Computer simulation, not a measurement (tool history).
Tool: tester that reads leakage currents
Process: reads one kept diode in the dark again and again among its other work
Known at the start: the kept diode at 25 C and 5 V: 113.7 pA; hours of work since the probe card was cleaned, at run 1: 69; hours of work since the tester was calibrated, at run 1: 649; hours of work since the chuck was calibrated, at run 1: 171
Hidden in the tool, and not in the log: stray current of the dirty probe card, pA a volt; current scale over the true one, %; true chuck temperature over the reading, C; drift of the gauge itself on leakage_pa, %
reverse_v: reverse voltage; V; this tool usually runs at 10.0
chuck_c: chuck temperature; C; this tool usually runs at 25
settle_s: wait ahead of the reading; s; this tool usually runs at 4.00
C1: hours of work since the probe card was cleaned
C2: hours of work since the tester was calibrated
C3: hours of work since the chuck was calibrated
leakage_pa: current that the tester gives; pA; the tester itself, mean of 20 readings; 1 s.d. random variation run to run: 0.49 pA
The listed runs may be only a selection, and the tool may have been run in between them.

Run 1, day 0.000: usual settings; C1 69; C2 649; C3 171. Result: leakage_pa 157.97 pA.
Run 2, day 1.571: usual settings; C1 96; C2 676; C3 197. Result: leakage_pa 158.20 pA.
Run 3, day 2.633: usual settings; C1 114; C2 694; C3 216. Result: leakage_pa 157.32 pA.
Run 4, day 3.929: usual settings; C1 136; C2 716; C3 238. Result: leakage_pa 156.86 pA.
Run 5, day 5.121: usual settings; C1 156; C2 736; C3 258. Result: leakage_pa 156.95 pA.
Run 6, day 6.821: usual settings; C1 185; C2 765; C3 287. Result: leakage_pa 155.53 pA.
Run 7, day 8.533: usual settings; C1 214; C2 794; C3 316. Result: leakage_pa 156.07 pA.
Run 8, day 10.188: usual settings; C1 242; C2 822; C3 344. Result: leakage_pa 155.67 pA.
Run 9, day 11.017: usual settings but reverse_v 17.9 V; C1 256; C2 836; C3 358. Result: leakage_pa 208.36 pA.
Run 10, day 12.400: usual settings but reverse_v 17.9 V; C1 280; C2 860; C3 382. Result: leakage_pa 208.57 pA.
Run 11, day 13.796: usual settings but reverse_v 17.9 V; C1 304; C2 884; C3 405. Result: leakage_pa 208.96 pA.
Run 12, day 14.921: usual settings but reverse_v 17.9 V; C1 323; C2 903; C3 425. Result: leakage_pa 208.13 pA.
Run 13, day 16.588: usual settings but chuck_c 56 C; C1 351; C2 931; C3 453. Result: leakage_pa 2350.08 pA.
Run 14, day 18.175: usual settings but chuck_c 36 C; C1 378; C2 958; C3 480. Result: leakage_pa 425.66 pA.
Run 15, day 19.071: usual settings but chuck_c 36 C, settle_s 0.34 s; C1 394; C2 973; C3 495. Result: leakage_pa 437.09 pA.
Run 16, day 19.954: usual settings; C1 409; C2 988; C3 510. Result: leakage_pa 152.51 pA.
Run 17, day 20.683: usual settings; C1 421; C2 1001; C3 523. Result: leakage_pa 151.07 pA.
Run 18, day 21.562: usual settings; C1 436; C2 1016; C3 538. Result: leakage_pa 151.12 pA.
Run 19, day 22.467: usual settings but reverse_v 2.3 V; C1 451; C2 1031; C3 553. Result: leakage_pa 71.19 pA.
Run 20, day 23.479: usual settings but reverse_v 2.3 V; C1 469; C2 1048; C3 570. Result: leakage_pa 71.08 pA.
Run 21, day 25.058: usual settings but reverse_v 2.3 V; C1 495; C2 1075; C3 597. Result: leakage_pa 70.81 pA.
Run 22, day 26.425: usual settings but reverse_v 2.3 V; C1 519; C2 1099; C3 620. Result: leakage_pa 70.63 pA.
Run 23, day 27.638: usual settings but reverse_v 2.3 V; C1 539; C2 1119; C3 641. Result: leakage_pa 70.39 pA.
Run 24, day 28.529: usual settings but reverse_v 12.8 V; C1 554; C2 1134; C3 656. Result: leakage_pa 170.74 pA.
Run 25, day 29.846: usual settings but reverse_v 12.8 V; C1 577; C2 1157; C3 678. Result: leakage_pa 170.36 pA.
Run 26, day 30.579: usual settings but chuck_c 39 C; C1 589; C2 1169; C3 691. Result: leakage_pa 546.29 pA.
Run 27, day 32.204: usual settings but reverse_v 2.1 V, chuck_c 49 C, settle_s 1.83 s; C1 617; C2 1197; C3 719. Result: leakage_pa 583.17 pA.
Run 28, day 33.171: usual settings but reverse_v 10.6 V, settle_s 0.31 s; C1 633; C2 1213; C3 735. Result: leakage_pa 163.42 pA.
At day 34.808: chuck's temperature calibrated.
Run 29, day 34.942: usual settings but reverse_v 10.6 V, settle_s 0.31 s; C1 662; C2 1242; C3 2. Result: leakage_pa 181.22 pA.
Run 30, day 36.438: usual settings but reverse_v 10.6 V, settle_s 0.31 s; C1 688; C2 1267; C3 28. Result: leakage_pa 181.10 pA.
Run 31, day 37.142: usual settings but chuck_c 21 C, settle_s 3.62 s; C1 700; C2 1279; C3 40. Result: leakage_pa 112.38 pA.
Run 32, day 38.212: usual settings but chuck_c 21 C, settle_s 3.62 s; C1 718; C2 1298; C3 58. Result: leakage_pa 111.62 pA.
Run 33, day 39.108: usual settings but reverse_v 1.5 V, chuck_c 26 C, settle_s 6.99 s; C1 733; C2 1313; C3 73. Result: leakage_pa 67.49 pA.
Run 34, day 40.442: usual settings but reverse_v 1.5 V, chuck_c 26 C, settle_s 6.99 s; C1 756; C2 1336; C3 96. Result: leakage_pa 67.26 pA.
Run 35, day 41.362: usual settings but reverse_v 1.5 V, chuck_c 26 C, settle_s 6.99 s; C1 771; C2 1351; C3 112. Result: leakage_pa 67.06 pA.
Run 36, day 42.842: usual settings but reverse_v 1.5 V, chuck_c 26 C, settle_s 6.99 s; C1 797; C2 1376; C3 137. Result: leakage_pa 66.92 pA.
Run 37, day 44.000: usual settings but reverse_v 11.0 V, chuck_c 27 C; C1 816; C2 1396; C3 156. Result: leakage_pa 206.11 pA.
Run 38, day 45.617: usual settings but reverse_v 5.6 V, settle_s 9.47 s; C1 844; C2 1424; C3 184. Result: leakage_pa 118.32 pA.
Run 39, day 47.004: usual settings but reverse_v 5.6 V, settle_s 9.47 s; C1 867; C2 1447; C3 208. Result: leakage_pa 119.03 pA.
Run 40, day 48.312: usual settings but chuck_c 21 C; C1 890; C2 1470; C3 230. Result: leakage_pa 109.90 pA.

Forecast each of these 4 alternatives for the next run:
Run A, day 49.167: usual settings but chuck_c 37 C; C1 904; C2 1484; C3 244. Result: leakage_pa ?.
Run B, day 49.167: usual settings but reverse_v 15.7 V, settle_s 4.61 s; C1 904; C2 1484; C3 244. Result: leakage_pa ?.
Run C, day 49.167: usual settings but reverse_v 2.9 V, chuck_c 56 C; C1 904; C2 1484; C3 244. Result: leakage_pa ?.
Run D, day 49.167: usual settings but reverse_v 4.6 V, settle_s 0.58 s; C1 904; C2 1484; C3 244. Result: leakage_pa ?.

run  leakage_pa
  A      485.61
  B      203.01
  C     1287.80
  D      109.56
The same runs, with their run-to-run variation unchanged, on a tool lacking any hidden condition would have given:
run  leakage_pa
  A      501.49
  B      204.61
  C     1335.98
  D      112.23
